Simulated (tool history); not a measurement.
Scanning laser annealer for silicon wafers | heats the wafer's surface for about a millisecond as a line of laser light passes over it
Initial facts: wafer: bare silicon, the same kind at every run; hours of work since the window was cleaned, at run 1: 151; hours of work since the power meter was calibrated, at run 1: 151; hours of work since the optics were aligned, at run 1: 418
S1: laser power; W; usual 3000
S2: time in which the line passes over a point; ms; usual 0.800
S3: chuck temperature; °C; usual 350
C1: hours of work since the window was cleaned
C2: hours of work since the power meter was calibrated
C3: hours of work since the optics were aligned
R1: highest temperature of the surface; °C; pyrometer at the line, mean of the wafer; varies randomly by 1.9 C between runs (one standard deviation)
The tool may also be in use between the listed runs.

run    hour    S1     S2   S3   C1    C2    C3    R1
  1     0.0  3000  0.800  350  151   151   418  1175
  2    57.3  3000  0.800  350  183   183   451  1168
  3   140.8  3000  0.800  339  231   231   499  1152
  4   187.5  2892  0.800  350  258   258   526  1120
  5   271.4  3000  0.800  350  306   306   574  1153
  6   349.4  3000  0.800  350  350   350   618  1140
  7   386.7  3000  0.800  350  372   372   640  1143
  8   467.8  3000  0.800  350  418   418   686  1135
      497.1  -- window over the wafer cleaned
  9   529.3  3000  0.800  350   18   452   720  1184
 10   615.9  3000  0.800  380   68   502   770  1208
 11   652.7  3000  0.800  350   89   523   791  1172
 12   726.1  3000  0.745  350  131   565   833  1142
 13   804.9  3078  0.800  350  176   610   878  1185
 14   880.0  3078  0.800  350  219   653   921  1178
 15   918.7  3078  0.800  350  241   675   943  1176
 16   971.3  3272  0.714  368  271   705   973  1214
 17  1042.0  3272  0.577  368  312   746  1013  1128
 18  1122.8  3272  0.577  368  358   792  1060  1123
 19  1192.6  3272  0.577  368  398   832  1100  1118
     1201.3  -- optics aligned, line set to its width
 20  1256.8  3007  0.801  383  432   866    32  1155
     1263.5  -- window over the wafer cleaned
 21  1323.9  3007  0.801  383   35   903    69  1202
 22  1400.4  3007  0.801  383   78   947   113  1199
     1440.1  -- optics aligned, line set to its width, once more
 23  1445.9  3234  0.642  381  102   970     3  1207
 24  1531.4  3000  0.800  326  150  1019    52  1147
 25  1617.4  3293  0.758  310  200  1068   101  1205
 26  1679.9  3280  0.758  385  235  1104   137  1267
 27  1742.9  3280  0.758  385  272  1140   173  1268

What if the next run were any one of these 4? Each begins from the tool's condition after run 27:
  A  1820.5  3280  0.895  368  316  1184  218   ?
  B  1820.5  2643  0.814  354  316  1184  218   ?
  C  1820.5  3000  0.800  343  316  1184  218   ?
  D  1820.5  3238  0.570  335  316  1184  218   ?

run    R1
  A  1305
  B  1039
  C  1142
  D  1091
The same runs, with their run-to-run variation unchanged, on a tool lacking any hidden condition would have given:
run    R1
  A  1363
  B  1081
  C  1192
  D  1137

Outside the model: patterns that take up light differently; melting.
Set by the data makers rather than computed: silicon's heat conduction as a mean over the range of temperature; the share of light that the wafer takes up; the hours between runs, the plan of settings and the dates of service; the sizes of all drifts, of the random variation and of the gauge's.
